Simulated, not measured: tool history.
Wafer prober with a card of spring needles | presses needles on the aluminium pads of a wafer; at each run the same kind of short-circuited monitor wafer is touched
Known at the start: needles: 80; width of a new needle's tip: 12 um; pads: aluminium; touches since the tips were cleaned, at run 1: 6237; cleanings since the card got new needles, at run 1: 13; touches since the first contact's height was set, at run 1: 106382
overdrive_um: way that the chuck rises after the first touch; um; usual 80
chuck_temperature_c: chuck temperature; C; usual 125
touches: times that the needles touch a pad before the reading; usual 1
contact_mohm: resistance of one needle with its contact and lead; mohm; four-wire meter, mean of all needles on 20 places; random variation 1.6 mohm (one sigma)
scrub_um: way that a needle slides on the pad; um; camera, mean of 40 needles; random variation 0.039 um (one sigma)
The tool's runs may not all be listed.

run    hour  overdrive_um  chuck_temperature_c  touches  touches since the tips were cleaned  cleanings since the card got new needles  touches since the first contact's height was set  contact_mohm  scrub_um
  1     0.0            80                  125        1                                 6237                                        13                                            106382           152     15.11
        4.6  -- tips cleaned on abrasive film
       25.9  -- tips cleaned on abrasive film
       48.3  -- tips cleaned on abrasive film
  2    57.8            80                  125        2                                 3437                                        16                                            127252           151     15.11
       67.0  -- tips cleaned on abrasive film
       89.8  -- tips cleaned on abrasive film
      111.1  -- tips cleaned on abrasive film
  3   119.6            80                   71        1                                 3083                                        19                                            149561           142     15.07
      132.4  -- tips cleaned on abrasive film
      154.3  -- tips cleaned on abrasive film
      172.6  -- tips cleaned on abrasive film
      194.5  -- tips cleaned on abrasive film
  4   199.1            80                   71        1                                 1672                                        23                                            178251           143     15.13
      216.7  -- tips cleaned on abrasive film
      237.2  -- tips cleaned on abrasive film
  5   237.2            80                   71        1                                    0                                        25                                            191999           138     15.05
      260.0  -- tips cleaned on abrasive film
      282.8  -- tips cleaned on abrasive film
  6   295.3            80                  125        1                                 4541                                        27                                            213008           147     15.07
      304.5  -- tips cleaned on abrasive film
      326.2  -- tips cleaned on abrasive film
      348.9  -- tips cleaned on abrasive film
      362.8  -- height of the first contact set anew
      371.1  -- tips cleaned on abrasive film
  7   371.7            80                  125        1                                  195                                        31                                              3177           149     15.09
      389.9  -- tips cleaned on abrasive film
      408.2  -- tips cleaned on abrasive film
      430.1  -- tips cleaned on abrasive film
  8   433.5            85                  125        1                                 1246                                        34                                             25503           147     15.99
      451.7  -- tips cleaned on abrasive film
      473.7  -- tips cleaned on abrasive film
      496.0  -- tips cleaned on abrasive film
  9   502.2            85                  125        1                                 2236                                        37                                             50312           151     15.90
      514.7  -- tips cleaned on abrasive film
      537.5  -- tips cleaned on abrasive film
      559.4  -- tips cleaned on abrasive film
 10   568.0            85                  125        1                                 3122                                        40                                             74098           149     15.97
      581.0  -- tips cleaned on abrasive film
      599.3  -- tips cleaned on abrasive film
      622.1  -- tips cleaned on abrasive film
      641.8  -- tips cleaned on abrasive film
 11   641.8            80                  125        2                                    0                                        44                                            100721           150     15.02
      663.3  -- tips cleaned on abrasive film
      686.1  -- tips cleaned on abrasive film
      704.4  -- tips cleaned on abrasive film
      727.2  -- tips cleaned on abrasive film
 12   728.5            80                  125        1                                  470                                        48                                            132025           149     14.98
      749.4  -- tips cleaned on abrasive film
      771.2  -- tips cleaned on abrasive film
      789.8  -- tips cleaned on abrasive film
 13   789.8            80                  125        1                                    0                                        51                                            154159           150     14.87
      812.2  -- tips cleaned on abrasive film
      833.2  -- tips cleaned on abrasive film
      855.1  -- tips cleaned on abrasive film
 14   872.5            80                   56        1                                 6321                                        54                                            184066           141     14.90
      877.2  -- tips cleaned on abrasive film
      899.0  -- tips cleaned on abrasive film
      921.8  -- tips cleaned on abrasive film
      943.8  -- tips cleaned on abrasive film
 15   945.5            66                   62        1                                  614                                        58                                            210409           141     12.32
      963.3  -- tips cleaned on abrasive film
      984.7  -- tips cleaned on abrasive film
 16   984.7            79                  114        2                                    0                                        60                                            224543           150     14.67
     1007.2  -- tips cleaned on abrasive film
     1021.0  -- height of the first contact set anew
     1029.4  -- tips cleaned on abrasive film
 17  1047.3            80                  125        1                                 6489                                        62                                              9491           148     14.85
     1051.9  -- tips cleaned on abrasive film
     1074.7  -- tips cleaned on abrasive film
     1097.5  -- tips cleaned on abrasive film
     1102.1  -- gauge calibrated
     1119.6  -- tips cleaned on abrasive film
 18  1134.8            60                  118        1                                 5519                                        66                                             41102           152     11.37
     1139.5  -- tips cleaned on abrasive film
     1161.3  -- tips cleaned on abrasive film
     1184.0  -- tips cleaned on abrasive film
     1206.2  -- tips cleaned on abrasive film
 19  1213.9            62                  125        3                                 2790                                        70                                             69643           150     11.75
     1227.6  -- tips cleaned on abrasive film
     1249.6  -- tips cleaned on abrasive film
     1272.1  -- tips cleaned on abrasive film
     1294.8  -- tips cleaned on abrasive film
 20  1298.9            92                   32        3                                 1508                                        74                                            100346           133     17.36
     1317.2  -- tips cleaned on abrasive film
     1339.2  -- tips cleaned on abrasive film
 21  1339.9            78                   65        2                                  258                                        76                                            115138           140     14.75
     1357.9  -- tips cleaned on abrasive film
     1378.6  -- tips cleaned on abrasive film
 22  1393.4            73                   91        1                                 5372                                        78                                            134488           144     13.75
     1398.1  -- tips cleaned on abrasive film
     1420.5  -- tips cleaned on abrasive film
 23  1431.0            69                   79        2                                 3810                                        80                                            148057           141     12.94
     1438.9  -- tips cleaned on abrasive film
     1461.1  -- tips cleaned on abrasive film
     1479.4  -- tips cleaned on abrasive film
     1497.6  -- tips cleaned on abrasive film
 24  1510.6            80                  125        2                                 4692                                        84                                            176778           152     15.01
     1519.3  -- tips cleaned on abrasive film
     1537.6  -- tips cleaned on abrasive film
     1558.0  -- tips cleaned on abrasive film
 25  1558.0            80                  125        2                                    0                                        87                                            193860           151     15.00
     1580.8  -- tips cleaned on abrasive film
     1599.0  -- tips cleaned on abrasive film
 26  1601.7            80                  125        2                                  986                                        89                                            209668           152     14.98

Measured less the same run without the tool's hidden state. The same run-to-run variation is in both; the gauge's scatter may not be:
The hidden state here: debris on the tips, nm; way that the needles fall short of the set height, um; tips' diameter, um; drift of the gauge itself on contact_mohm, %; drift of the gauge itself on scrub_um, %.
run  scrub_um
  1     -0.01
  2     -0.02
  3     -0.04
  4     -0.06
  5     -0.07
  6     -0.09
  7     -0.11
  8     -0.13
  9     -0.15
 10     -0.16
 11     -0.18
 12     -0.20
 13     -0.22
 14     -0.24
 15     -0.22
 16     -0.28
 17     -0.28
 18     -0.01
 19     -0.03
 20     -0.07
 21     -0.07
 22     -0.08
 23     -0.08
 24     -0.12
 25     -0.13
 26     -0.14
contact_mohm: within 1 mohm of the measured result in every run.
